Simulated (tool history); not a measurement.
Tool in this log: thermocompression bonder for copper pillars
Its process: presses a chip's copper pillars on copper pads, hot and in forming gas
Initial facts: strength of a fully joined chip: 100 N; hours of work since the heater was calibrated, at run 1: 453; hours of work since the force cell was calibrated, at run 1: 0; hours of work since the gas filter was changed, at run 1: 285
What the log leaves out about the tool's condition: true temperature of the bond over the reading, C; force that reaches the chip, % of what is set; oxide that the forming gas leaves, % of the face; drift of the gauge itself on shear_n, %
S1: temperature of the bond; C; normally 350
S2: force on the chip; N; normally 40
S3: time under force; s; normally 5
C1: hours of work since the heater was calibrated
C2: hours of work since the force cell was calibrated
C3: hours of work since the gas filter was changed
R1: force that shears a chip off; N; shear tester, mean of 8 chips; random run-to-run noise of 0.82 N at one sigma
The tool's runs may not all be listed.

run	hour	S1	S2	S3	C1	C2	C3	R1
1	0	350	40	5	453	0	285	62.7
2	15	350	40	5	461	8	293	59.8
3	40.7	350	40	5	474	20	306	63
4	75.1	350	40	5	491	38	323	61.5
5	93.1	350	40	5	500	47	332	62.2
6	124.3	350	40	5	516	62	348	60.1
7	147.8	350	40	5	528	74	360	60.5
8	175.2	350	40	5	541	88	373	59.9
9	197.1	350	40	5	552	99	384	59.8
10	216.6	350	40	5	562	109	394	61.2
11	251.2	350	40	5	579	126	412	60.1
12	278.7	350	40	5	593	140	425	60.5
13	296.4	350	40	5	602	149	434	58.8
14	330.6	350	40	5	619	166	451	58.1
15	359	350	40	5	634	180	466	58.9
# hour 373.9: forming gas filter changed
16	393.9	350	40	5	651	198	10	66.4
17	411.4	350	40	4	660	207	19	63.6
18	441.8	350	40	4	675	222	34	61.9
19	464.8	350	40	4	687	233	46	62.2
20	486.9	366	40	5	698	245	57	73.3
21	508.3	366	40	5	709	255	68	72
22	542.6	350	29	5	726	273	85	49.1
23	562.9	350	45	9	736	283	95	81.3
24	588.6	333	58	10	749	296	108	83.9
25	622.2	333	58	10	766	313	125	85.8
26	639.4	378	56	6	774	321	133	89.7
27	667.5	346	42	5	789	335	148	63.7
28	692.7	357	56	3	801	348	160	73.8
29	710.3	326	56	3	810	357	169	60.7
30	734.7	326	26	3	822	369	181	28.4
31	764.9	326	26	3	838	384	197	27.8
32	794	377	25	3	852	399	211	42.1
33	808.3	347	29	14	859	406	218	63.6
34	826.5	380	33	3	868	415	228	56.5
35	841.8	380	33	3	876	423	235	56.5
36	870.8	355	24	5	891	438	250	40.3
37	889.5	344	32	6	900	447	259	51.6
38	904.7	344	32	6	908	455	267	51.4
39	924.5	377	28	6	918	465	277	59.8

Branching from run 39: 5 alternative next runs. What would each branch give?
A	942.8	377	28	6	927	474	286	?
B	942.8	370	25	6	927	474	286	?
C	942.8	344	44	7	927	474	286	?
D	942.8	376	40	5	927	474	286	?
E	942.8	350	40	7	927	474	286	?

run	R1
A	59.6
B	50.5
C	68.8
D	72.5
E	67.3
What these runs would have given with no unlogged condition in the tool:
run	R1
A	63.3
B	53.6
C	73
D	77.1
E	71.4

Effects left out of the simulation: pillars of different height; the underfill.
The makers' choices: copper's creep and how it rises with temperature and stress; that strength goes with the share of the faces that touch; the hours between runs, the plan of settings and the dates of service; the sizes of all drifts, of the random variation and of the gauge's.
